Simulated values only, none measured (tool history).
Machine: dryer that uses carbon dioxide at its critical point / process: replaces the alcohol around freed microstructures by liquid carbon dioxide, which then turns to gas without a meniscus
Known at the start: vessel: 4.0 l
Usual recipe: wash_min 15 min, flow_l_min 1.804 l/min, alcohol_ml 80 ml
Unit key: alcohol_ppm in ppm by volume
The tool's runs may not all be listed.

run   hour  wash_min  flow_l_min  alcohol_ml  alcohol_ppm
  1      0        15       1.804          80          148
  2   12.2        15       1.804          80          154
  3   20.9        15       1.804          80          149
  4   33.8        15       1.804          80          154
  5   40.8        15       1.804          80          161
  6     49        15       1.804          80          155
  7   57.8        11       1.804          80          282
  8   66.3        15       1.804          68          153
  9   74.6        12       1.804          80          223
 10   83.8        15       1.804          80          149
 11     95        15         1.9          80          148
 12  105.1        15       1.804          80          152
 13    115        15       1.804          80          154
 14  129.9        15       1.804          80          155
 15  136.9        16       1.804          80          158
 16  153.3        16       1.804          21          149
 17  168.1        15        1.43          80          130
 18  182.1        15        1.43         109          166
 19  196.3        15        1.43         109          185
 20  209.5        10       1.804          80          272
 21  224.2        10       1.804          80          267
 22  239.1        10       1.804          80          286
 23  250.2        10       1.804          80          274
 24  261.5        10       1.804          80          282
 25  276.1        15       1.804          61           56
 26  283.7        10        2.48          67           62
 27  293.3        10        2.48          67           68
 28  307.5        15        2.06          36           31
 29  323.1        16        2.06          30           36
 30  334.3        11        1.11          53          816
 31  345.4        12        2.52          84           55
 32  360.6        14        1.64          54           94
 33  370.2        14        1.64          54           96
 34  382.5        20        1.73          54           49
 35  394.4        20        1.73          54           50
 36  405.2        15        1.12          70          422
 37    418        16       1.804          21           51
 38    432        16       1.804          21           54
 39  446.1        16       1.804          21           63
 40  462.3        21        2.31          40           56
 41    471        10       1.804          47          226
 42  478.3        18        2.22          76           65
 43  488.7        15        2.33          76           63
 44  496.8        15        1.76          80          104
 45  505.8        15        1.76          80          108
 46  522.1        15        1.76          80          111
 47  530.5        20        1.83          36           68

Taken out of this log: 2 entries between the listed runs. Where each belongs, and how the hidden state differs across it:
Between runs 6 and 7: inlet filter changed (hour 54.2)
  flow that reaches the vessel past the clogged filter, %: 93.8 -> 99.5; alcohol in the recycled carbon dioxide, ppm: 121 -> 122.2
  the result without the hidden state subtracted from the measured one, alcohol_ppm: +127 -> +123 ppm by volume
Between runs 16 and 17: purifier's bed changed (hour 167.3)
  flow that reaches the vessel past the clogged filter, %: 98.8 -> 98.7; alcohol in the recycled carbon dioxide, ppm: 138.2 -> 6.5
  the result without the hidden state subtracted from the measured one, alcohol_ppm: +133 -> +9 ppm by volume
